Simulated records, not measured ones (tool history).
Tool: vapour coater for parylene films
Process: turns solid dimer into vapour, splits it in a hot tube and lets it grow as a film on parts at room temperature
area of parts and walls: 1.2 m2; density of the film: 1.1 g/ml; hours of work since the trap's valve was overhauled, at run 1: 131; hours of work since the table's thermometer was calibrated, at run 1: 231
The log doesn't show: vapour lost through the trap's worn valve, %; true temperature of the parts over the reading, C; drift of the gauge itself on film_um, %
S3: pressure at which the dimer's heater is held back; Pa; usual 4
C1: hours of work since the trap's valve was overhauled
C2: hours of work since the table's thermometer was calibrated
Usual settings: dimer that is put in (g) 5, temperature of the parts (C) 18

{"run": 1, "hour": 0.0, "dimer that is put in (g)": 5, "temperature of the parts (C)": 18, "S3": 4, "C1": 131, "C2": 231, "thickness of the film (µm)": 2.27}
{"run": 2, "hour": 10.2, "dimer that is put in (g)": 5, "temperature of the parts (C)": 18, "S3": 6.89, "C1": 137, "C2": 237, "thickness of the film (µm)": 2.25}
{"run": 3, "hour": 22.1, "dimer that is put in (g)": 5, "temperature of the parts (C)": 18, "S3": 6.89, "C1": 144, "C2": 244, "thickness of the film (µm)": 2.2}
{"run": 4, "hour": 37.1, "dimer that is put in (g)": 5, "temperature of the parts (C)": 18, "S3": 6.89, "C1": 153, "C2": 253, "thickness of the film (µm)": 2.24}
{"run": 5, "hour": 46.8, "dimer that is put in (g)": 7, "temperature of the parts (C)": 18, "S3": 4, "C1": 159, "C2": 259, "thickness of the film (µm)": 3.26}
{"run": 6, "hour": 55.5, "dimer that is put in (g)": 5, "temperature of the parts (C)": 18, "S3": 4, "C1": 164, "C2": 264, "thickness of the film (µm)": 2.33}
{"run": 7, "hour": 66.8, "dimer that is put in (g)": 3, "temperature of the parts (C)": 18, "S3": 4, "C1": 171, "C2": 271, "thickness of the film (µm)": 1.4}
{"run": 8, "hour": 74.1, "dimer that is put in (g)": 5, "temperature of the parts (C)": 18, "S3": 4, "C1": 175, "C2": 276, "thickness of the film (µm)": 2.28}
{"run": 9, "hour": 89.8, "dimer that is put in (g)": 5, "temperature of the parts (C)": 18, "S3": 4, "C1": 185, "C2": 285, "thickness of the film (µm)": 2.28}
{"run": 10, "hour": 103.4, "dimer that is put in (g)": 5, "temperature of the parts (C)": 18, "S3": 4, "C1": 193, "C2": 293, "thickness of the film (µm)": 2.28}
{"run": 11, "hour": 112.9, "dimer that is put in (g)": 5, "temperature of the parts (C)": 18, "S3": 4, "C1": 199, "C2": 299, "thickness of the film (µm)": 2.2}
{"run": 12, "hour": 128.5, "dimer that is put in (g)": 5, "temperature of the parts (C)": 18, "S3": 4, "C1": 208, "C2": 308, "thickness of the film (µm)": 2.26}
{"run": 13, "hour": 138.8, "dimer that is put in (g)": 5, "temperature of the parts (C)": 18, "S3": 4, "C1": 214, "C2": 314, "thickness of the film (µm)": 2.28}
{"run": 14, "hour": 146.0, "dimer that is put in (g)": 5, "temperature of the parts (C)": 18, "S3": 2.53, "C1": 219, "C2": 319, "thickness of the film (µm)": 2.34}
{"run": 15, "hour": 156.5, "dimer that is put in (g)": 3, "temperature of the parts (C)": 18, "S3": 4, "C1": 225, "C2": 325, "thickness of the film (µm)": 1.36}
{"run": 16, "hour": 168.2, "dimer that is put in (g)": 3, "temperature of the parts (C)": 18, "S3": 4, "C1": 232, "C2": 332, "thickness of the film (µm)": 1.36}
{"run": 17, "hour": 175.3, "dimer that is put in (g)": 3, "temperature of the parts (C)": 18, "S3": 4, "C1": 236, "C2": 336, "thickness of the film (µm)": 1.3}
{"run": 18, "hour": 187.4, "dimer that is put in (g)": 3, "temperature of the parts (C)": 18, "S3": 4, "C1": 243, "C2": 344, "thickness of the film (µm)": 1.35}
{"run": 19, "hour": 203.4, "dimer that is put in (g)": 3, "temperature of the parts (C)": 18, "S3": 4, "C1": 253, "C2": 353, "thickness of the film (µm)": 1.36}
{"run": 20, "hour": 216.8, "dimer that is put in (g)": 3, "temperature of the parts (C)": 14, "S3": 4, "C1": 261, "C2": 361, "thickness of the film (µm)": 1.45}
{"run": 21, "hour": 229.0, "dimer that is put in (g)": 5, "temperature of the parts (C)": 18, "S3": 4, "C1": 268, "C2": 369, "thickness of the film (µm)": 2.24}
{"run": 22, "hour": 238.0, "dimer that is put in (g)": 5, "temperature of the parts (C)": 18, "S3": 4, "C1": 274, "C2": 374, "thickness of the film (µm)": 2.24}
{"run": 23, "hour": 252.1, "dimer that is put in (g)": 5, "temperature of the parts (C)": 18, "S3": 4, "C1": 282, "C2": 383, "thickness of the film (µm)": 2.26}
{"hour": 253.9, "done": "table's thermometer calibrated"}
{"run": 24, "hour": 263.0, "dimer that is put in (g)": 5, "temperature of the parts (C)": 18, "S3": 4, "C1": 288, "C2": 5, "thickness of the film (µm)": 2.19}
{"run": 25, "hour": 274.6, "dimer that is put in (g)": 2, "temperature of the parts (C)": 18, "S3": 7.12, "C1": 295, "C2": 12, "thickness of the film (µm)": 0.87}
{"run": 26, "hour": 282.2, "dimer that is put in (g)": 5, "temperature of the parts (C)": 16, "S3": 4, "C1": 300, "C2": 17, "thickness of the film (µm)": 2.26}
{"run": 27, "hour": 298.6, "dimer that is put in (g)": 5, "temperature of the parts (C)": 16, "S3": 4, "C1": 310, "C2": 27, "thickness of the film (µm)": 2.26}
{"run": 28, "hour": 305.6, "dimer that is put in (g)": 5, "temperature of the parts (C)": 16, "S3": 4, "C1": 314, "C2": 31, "thickness of the film (µm)": 2.27}
{"run": 29, "hour": 320.0, "dimer that is put in (g)": 4, "temperature of the parts (C)": 18, "S3": 9.41, "C1": 323, "C2": 40, "thickness of the film (µm)": 1.66}
{"hour": 334.3, "done": "table's thermometer calibrated, once more"}
{"run": 30, "hour": 335.5, "dimer that is put in (g)": 2, "temperature of the parts (C)": 12, "S3": 9.41, "C1": 331, "C2": 1, "thickness of the film (µm)": 0.92}
{"run": 31, "hour": 344.8, "dimer that is put in (g)": 2, "temperature of the parts (C)": 12, "S3": 9.41, "C1": 337, "C2": 6, "thickness of the film (µm)": 0.92}
{"run": 32, "hour": 358.6, "dimer that is put in (g)": 2, "temperature of the parts (C)": 12, "S3": 9.41, "C1": 345, "C2": 15, "thickness of the film (µm)": 0.91}
{"run": 33, "hour": 369.0, "dimer that is put in (g)": 3, "temperature of the parts (C)": 21, "S3": 2.49, "C1": 351, "C2": 21, "thickness of the film (µm)": 1.24}
{"run": 34, "hour": 384.1, "dimer that is put in (g)": 5, "temperature of the parts (C)": 13, "S3": 4.67, "C1": 360, "C2": 30, "thickness of the film (µm)": 2.39}
{"run": 35, "hour": 398.2, "dimer that is put in (g)": 5, "temperature of the parts (C)": 13, "S3": 11.03, "C1": 369, "C2": 38, "thickness of the film (µm)": 2.2}
{"run": 36, "hour": 412.7, "dimer that is put in (g)": 5, "temperature of the parts (C)": 13, "S3": 11.03, "C1": 378, "C2": 47, "thickness of the film (µm)": 2.19}
{"run": 37, "hour": 420.6, "dimer that is put in (g)": 6, "temperature of the parts (C)": 12, "S3": 10.72, "C1": 382, "C2": 52, "thickness of the film (µm)": 2.74}
{"run": 38, "hour": 429.4, "dimer that is put in (g)": 5, "temperature of the parts (C)": 18, "S3": 4.08, "C1": 388, "C2": 57, "thickness of the film (µm)": 2.11}
{"run": 39, "hour": 438.9, "dimer that is put in (g)": 9, "temperature of the parts (C)": 18, "S3": 4.67, "C1": 393, "C2": 63, "thickness of the film (µm)": 3.88}
{"hour": 446.0, "done": "trap's valve overhauled"}
{"run": 40, "hour": 451.8, "dimer that is put in (g)": 9, "temperature of the parts (C)": 18, "S3": 4.67, "C1": 3, "C2": 68, "thickness of the film (µm)": 4.28}
{"run": 41, "hour": 465.7, "dimer that is put in (g)": 5, "temperature of the parts (C)": 13, "S3": 2.97, "C1": 12, "C2": 77, "thickness of the film (µm)": 2.69}
{"run": 42, "hour": 477.1, "dimer that is put in (g)": 4, "temperature of the parts (C)": 13, "S3": 2.97, "C1": 19, "C2": 83, "thickness of the film (µm)": 2.13}
{"run": 43, "hour": 489.5, "dimer that is put in (g)": 2, "temperature of the parts (C)": 14, "S3": 5.75, "C1": 26, "C2": 91, "thickness of the film (µm)": 1.02}
{"run": 44, "hour": 501.0, "dimer that is put in (g)": 2, "temperature of the parts (C)": 14, "S3": 5.75, "C1": 33, "C2": 98, "thickness of the film (µm)": 1.04}
{"run": 45, "hour": 510.0, "dimer that is put in (g)": 4, "temperature of the parts (C)": 24, "S3": 3.73, "C1": 38, "C2": 103, "thickness of the film (µm)": 1.72}
{"run": 46, "hour": 520.2, "dimer that is put in (g)": 4, "temperature of the parts (C)": 24, "S3": 3.73, "C1": 45, "C2": 109, "thickness of the film (µm)": 1.7}
{"run": 47, "hour": 532.0, "dimer that is put in (g)": 2, "temperature of the parts (C)": 18, "S3": 8.1, "C1": 52, "C2": 116, "thickness of the film (µm)": 0.87}

4 ways to go on from here, each from the tool as it stands after run 47. What would each give?
{"run": "A", "hour": 546.9, "dimer that is put in (g)": 2, "temperature of the parts (C)": 15, "S3": 8.1, "C1": 61, "C2": 125, "thickness of the film (µm)": "?"}
{"run": "B", "hour": 546.9, "dimer that is put in (g)": 5, "temperature of the parts (C)": 15, "S3": 6.56, "C1": 61, "C2": 125, "thickness of the film (µm)": "?"}
{"run": "C", "hour": 546.9, "dimer that is put in (g)": 5, "temperature of the parts (C)": 18, "S3": 4, "C1": 61, "C2": 125, "thickness of the film (µm)": "?"}
{"run": "D", "hour": 546.9, "dimer that is put in (g)": 3, "temperature of the parts (C)": 18, "S3": 2.81, "C1": 61, "C2": 125, "thickness of the film (µm)": "?"}

run=A thickness_of_the_film_(µm)=0.98
run=B thickness_of_the_film_(µm)=2.43
run=C thickness_of_the_film_(µm)=2.41
run=D thickness_of_the_film_(µm)=1.47
Without the tool's hidden state the same runs would have given:
run=A thickness_of_the_film_(µm)=1
run=B thickness_of_the_film_(µm)=2.48
run=C thickness_of_the_film_(µm)=2.46
run=D thickness_of_the_film_(µm)=1.5
